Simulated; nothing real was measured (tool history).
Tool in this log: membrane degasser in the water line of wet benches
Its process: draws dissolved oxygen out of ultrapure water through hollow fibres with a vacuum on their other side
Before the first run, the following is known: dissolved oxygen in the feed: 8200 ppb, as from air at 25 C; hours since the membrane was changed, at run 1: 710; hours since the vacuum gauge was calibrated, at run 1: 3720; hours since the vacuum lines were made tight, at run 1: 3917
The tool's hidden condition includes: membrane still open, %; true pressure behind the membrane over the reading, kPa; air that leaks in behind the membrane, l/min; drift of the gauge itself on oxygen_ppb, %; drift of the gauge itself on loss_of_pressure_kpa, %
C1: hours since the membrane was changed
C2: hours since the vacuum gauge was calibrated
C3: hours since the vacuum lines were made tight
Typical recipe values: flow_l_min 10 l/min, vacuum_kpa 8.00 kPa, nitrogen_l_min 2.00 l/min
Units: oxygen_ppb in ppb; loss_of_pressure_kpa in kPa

run 1 day=0.000 | flow_l_min=10 vacuum_kpa=8.00 nitrogen_l_min=2.00 | C1=710 C2=3720 C3=3917 | oxygen_ppb=76.5 loss_of_pressure_kpa=42.60
run 2 day=1.596 | flow_l_min=9 vacuum_kpa=8.00 nitrogen_l_min=2.00 | C1=748 C2=3758 C3=3956 | oxygen_ppb=68.1 loss_of_pressure_kpa=38.25
run 3 day=3.288 | flow_l_min=9 vacuum_kpa=8.00 nitrogen_l_min=2.00 | C1=788 C2=3799 C3=3996 | oxygen_ppb=67.7 loss_of_pressure_kpa=38.30
run 4 day=4.079 | flow_l_min=10 vacuum_kpa=8.00 nitrogen_l_min=3.03 | C1=807 C2=3818 C3=4015 | oxygen_ppb=53.9 loss_of_pressure_kpa=42.41
run 5 day=5.300 | flow_l_min=10 vacuum_kpa=8.00 nitrogen_l_min=2.00 | C1=837 C2=3847 C3=4044 | oxygen_ppb=75.3 loss_of_pressure_kpa=42.43
run 6 day=6.346 | flow_l_min=10 vacuum_kpa=8.00 nitrogen_l_min=0.81 | C1=862 C2=3872 C3=4070 | oxygen_ppb=162.4 loss_of_pressure_kpa=42.44
run 7 day=7.608 | flow_l_min=10 vacuum_kpa=8.00 nitrogen_l_min=0.81 | C1=892 C2=3903 C3=4100 | oxygen_ppb=160.6 loss_of_pressure_kpa=42.70
run 8 day=8.904 | flow_l_min=15 vacuum_kpa=8.00 nitrogen_l_min=2.00 | C1=923 C2=3934 C3=4131 | oxygen_ppb=124.0 loss_of_pressure_kpa=63.94
run 9 day=10.146 | flow_l_min=15 vacuum_kpa=8.00 nitrogen_l_min=2.00 | C1=953 C2=3963 C3=4161 | oxygen_ppb=122.9 loss_of_pressure_kpa=63.68
run 10 day=11.950 | flow_l_min=15 vacuum_kpa=10.90 nitrogen_l_min=2.00 | C1=996 C2=4007 C3=4204 | oxygen_ppb=175.6 loss_of_pressure_kpa=63.68
run 11 day=13.412 | flow_l_min=15 vacuum_kpa=10.90 nitrogen_l_min=2.00 | C1=1031 C2=4042 C3=4239 | oxygen_ppb=174.7 loss_of_pressure_kpa=63.97
run 12 day=14.192 | flow_l_min=10 vacuum_kpa=8.00 nitrogen_l_min=2.00 | C1=1050 C2=4061 C3=4258 | oxygen_ppb=75.8 loss_of_pressure_kpa=42.86
run 13 day=15.388 | flow_l_min=10 vacuum_kpa=8.00 nitrogen_l_min=2.00 | C1=1079 C2=4089 C3=4287 | oxygen_ppb=76.7 loss_of_pressure_kpa=42.85
run 14 day=16.783 | flow_l_min=10 vacuum_kpa=8.00 nitrogen_l_min=2.00 | C1=1112 C2=4123 C3=4320 | oxygen_ppb=75.7 loss_of_pressure_kpa=42.99
run 15 day=18.096 | flow_l_min=10 vacuum_kpa=8.00 nitrogen_l_min=2.00 | C1=1144 C2=4154 C3=4352 | oxygen_ppb=77.7 loss_of_pressure_kpa=42.79
-- day=18.217 vacuum gauge calibrated
run 16 day=19.921 | flow_l_min=10 vacuum_kpa=8.00 nitrogen_l_min=2.00 | C1=1187 C2=41 C3=4395 | oxygen_ppb=78.1 loss_of_pressure_kpa=42.83
run 17 day=21.212 | flow_l_min=8 vacuum_kpa=8.00 nitrogen_l_min=3.81 | C1=1218 C2=72 C3=4426 | oxygen_ppb=34.7 loss_of_pressure_kpa=34.11
run 18 day=23.092 | flow_l_min=9 vacuum_kpa=18.06 nitrogen_l_min=5.06 | C1=1263 C2=117 C3=4471 | oxygen_ppb=81.4 loss_of_pressure_kpa=38.54
run 19 day=23.875 | flow_l_min=11 vacuum_kpa=6.09 nitrogen_l_min=5.06 | C1=1282 C2=136 C3=4490 | oxygen_ppb=32.2 loss_of_pressure_kpa=47.41
run 20 day=25.312 | flow_l_min=11 vacuum_kpa=5.77 nitrogen_l_min=5.62 | C1=1316 C2=170 C3=4524 | oxygen_ppb=29.3 loss_of_pressure_kpa=47.14
-- day=26.138 vacuum gauge calibrated, once more
run 21 day=27.079 | flow_l_min=11 vacuum_kpa=5.77 nitrogen_l_min=5.62 | C1=1358 C2=23 C3=4566 | oxygen_ppb=27.2 loss_of_pressure_kpa=47.26
run 22 day=28.412 | flow_l_min=13 vacuum_kpa=14.35 nitrogen_l_min=1.83 | C1=1390 C2=55 C3=4598 | oxygen_ppb=218.0 loss_of_pressure_kpa=55.74
run 23 day=29.742 | flow_l_min=13 vacuum_kpa=14.35 nitrogen_l_min=1.83 | C1=1422 C2=86 C3=4630 | oxygen_ppb=216.7 loss_of_pressure_kpa=56.24
run 24 day=31.354 | flow_l_min=13 vacuum_kpa=14.35 nitrogen_l_min=1.83 | C1=1461 C2=125 C3=4669 | oxygen_ppb=215.8 loss_of_pressure_kpa=55.85
run 25 day=32.854 | flow_l_min=9 vacuum_kpa=17.40 nitrogen_l_min=1.77 | C1=1497 C2=161 C3=4705 | oxygen_ppb=193.5 loss_of_pressure_kpa=38.46
run 26 day=34.129 | flow_l_min=6 vacuum_kpa=19.64 nitrogen_l_min=1.90 | C1=1528 C2=192 C3=4735 | oxygen_ppb=147.4 loss_of_pressure_kpa=25.66
run 27 day=34.975 | flow_l_min=6 vacuum_kpa=19.64 nitrogen_l_min=1.90 | C1=1548 C2=212 C3=4756 | oxygen_ppb=147.6 loss_of_pressure_kpa=25.72
run 28 day=36.229 | flow_l_min=12 vacuum_kpa=9.19 nitrogen_l_min=2.00 | C1=1578 C2=242 C3=4786 | oxygen_ppb=110.5 loss_of_pressure_kpa=51.49
run 29 day=37.029 | flow_l_min=12 vacuum_kpa=9.19 nitrogen_l_min=2.00 | C1=1597 C2=261 C3=4805 | oxygen_ppb=109.4 loss_of_pressure_kpa=51.92
run 30 day=38.729 | flow_l_min=8 vacuum_kpa=9.97 nitrogen_l_min=1.54 | C1=1638 C2=302 C3=4846 | oxygen_ppb=100.4 loss_of_pressure_kpa=34.31
run 31 day=40.367 | flow_l_min=8 vacuum_kpa=5.42 nitrogen_l_min=2.00 | C1=1677 C2=342 C3=4885 | oxygen_ppb=30.7 loss_of_pressure_kpa=34.26

How the hidden state differs across the entries between the runs, from the last listed run before each to the first after it:
Logged between run 15 and run 16: vacuum gauge calibrated (day 18.217)
  membrane still open, %: 98.1 -> 98; true pressure behind the membrane over the reading, kPa: 0.27 -> 0.3; air that leaks in behind the membrane, l/min: 0.0301 -> 0.0304
  measured minus no-state result, oxygen_ppb: +9.4 -> +9.9 ppb; loss_of_pressure_kpa: +0.81 -> +0.84 kPa
Logged between run 20 and run 21: vacuum gauge calibrated, once more (day 26.138)
  true pressure behind the membrane over the reading, kPa: 0.31 -> 0.03; air that leaks in behind the membrane, l/min: 0.0313 -> 0.0316
  measured minus no-state result, oxygen_ppb: +4.5 -> +3.0 ppb; loss_of_pressure_kpa: +1.02 -> +1.06 kPa

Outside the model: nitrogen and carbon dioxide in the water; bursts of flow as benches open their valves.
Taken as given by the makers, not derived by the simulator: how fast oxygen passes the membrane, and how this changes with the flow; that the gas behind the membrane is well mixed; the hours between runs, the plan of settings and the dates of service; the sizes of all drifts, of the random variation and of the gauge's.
